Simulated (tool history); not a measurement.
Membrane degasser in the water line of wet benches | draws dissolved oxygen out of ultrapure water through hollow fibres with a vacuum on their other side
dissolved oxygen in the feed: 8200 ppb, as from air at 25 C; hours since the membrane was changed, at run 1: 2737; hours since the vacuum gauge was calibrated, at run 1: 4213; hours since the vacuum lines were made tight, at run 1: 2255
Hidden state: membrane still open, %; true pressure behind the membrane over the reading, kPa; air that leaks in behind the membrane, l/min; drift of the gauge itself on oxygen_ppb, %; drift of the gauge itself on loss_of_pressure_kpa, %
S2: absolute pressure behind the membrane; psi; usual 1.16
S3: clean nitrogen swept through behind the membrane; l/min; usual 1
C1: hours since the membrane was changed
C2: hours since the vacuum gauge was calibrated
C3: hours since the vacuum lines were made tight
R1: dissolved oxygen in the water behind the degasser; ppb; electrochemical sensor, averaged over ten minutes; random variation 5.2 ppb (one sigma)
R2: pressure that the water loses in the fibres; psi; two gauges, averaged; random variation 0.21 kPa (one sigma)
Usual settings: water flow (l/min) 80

run 1 hour=0 | water_flow_(l/min)=80 S2=1.16 S3=1 | C1=2737 C2=4213 C3=2255 | R1=650 R2=7.504
run 2 hour=45.3 | water_flow_(l/min)=80 S2=1.16 S3=1 | C1=2783 C2=4259 C3=2300 | R1=644.4 R2=7.494
run 3 hour=103.8 | water_flow_(l/min)=80 S2=1.16 S3=1 | C1=2841 C2=4317 C3=2359 | R1=647.2 R2=7.452
run 4 hour=195.2 | water_flow_(l/min)=80 S2=2.734 S3=1 | C1=2932 C2=4409 C3=2450 | R1=1807.5 R2=7.474
run 5 hour=269.1 | water_flow_(l/min)=80 S2=2.734 S3=1 | C1=3006 C2=4482 C3=2524 | R1=1764.1 R2=7.498
run 6 hour=361.4 | water_flow_(l/min)=80 S2=2.734 S3=1 | C1=3099 C2=4575 C3=2616 | R1=1794.6 R2=7.465
run 7 hour=450.9 | water_flow_(l/min)=80 S2=1.16 S3=1 | C1=3188 C2=4664 C3=2706 | R1=649.5 R2=7.506
run 8 hour=538.6 | water_flow_(l/min)=80 S2=1.16 S3=2.54 | C1=3276 C2=4752 C3=2793 | R1=329.3 R2=7.51
-- hour=582.4 vacuum gauge calibrated
run 9 hour=593.6 | water_flow_(l/min)=80 S2=1.16 S3=2.54 | C1=3330 C2=11 C3=2848 | R1=309.5 R2=7.538
run 10 hour=643.9 | water_flow_(l/min)=80 S2=1.16 S3=2.54 | C1=3381 C2=62 C3=2898 | R1=312 R2=7.545
run 11 hour=738 | water_flow_(l/min)=80 S2=1.188 S3=2.54 | C1=3475 C2=156 C3=2992 | R1=324.3 R2=7.525
run 12 hour=796.9 | water_flow_(l/min)=80 S2=1.16 S3=1 | C1=3534 C2=215 C3=3051 | R1=613.2 R2=7.535
run 13 hour=845.1 | water_flow_(l/min)=80 S2=1.16 S3=1 | C1=3582 C2=263 C3=3099 | R1=621.9 R2=7.577
run 14 hour=908 | water_flow_(l/min)=80 S2=1.16 S3=1 | C1=3645 C2=326 C3=3162 | R1=612.7 R2=7.512
run 15 hour=1007 | water_flow_(l/min)=80 S2=1.16 S3=1 | C1=3744 C2=425 C3=3261 | R1=613 R2=7.52
run 16 hour=1070 | water_flow_(l/min)=80 S2=1.16 S3=1 | C1=3807 C2=488 C3=3324 | R1=624.3 R2=7.546
run 17 hour=1148.2 | water_flow_(l/min)=88 S2=0.863 S3=1 | C1=3885 C2=566 C3=3403 | R1=388.4 R2=8.312
run 18 hour=1203.8 | water_flow_(l/min)=125 S2=1.16 S3=1.37 | C1=3941 C2=621 C3=3458 | R1=688.1 R2=11.848
run 19 hour=1249.1 | water_flow_(l/min)=125 S2=1.16 S3=1.37 | C1=3986 C2=667 C3=3503 | R1=696.1 R2=11.779

The next listed run, before its measurement:
run 20 hour=1326.2 | water_flow_(l/min)=89 S2=0.98 S3=0.61 | C1=4063 C2=744 C3=3581 | R1=? R2=?

Run 20 gave R1 676 ppb, R2 8.386 psi.
Without the tool's hidden state the same run would have given R1 664.6 ppb, R2 8.195 psi.
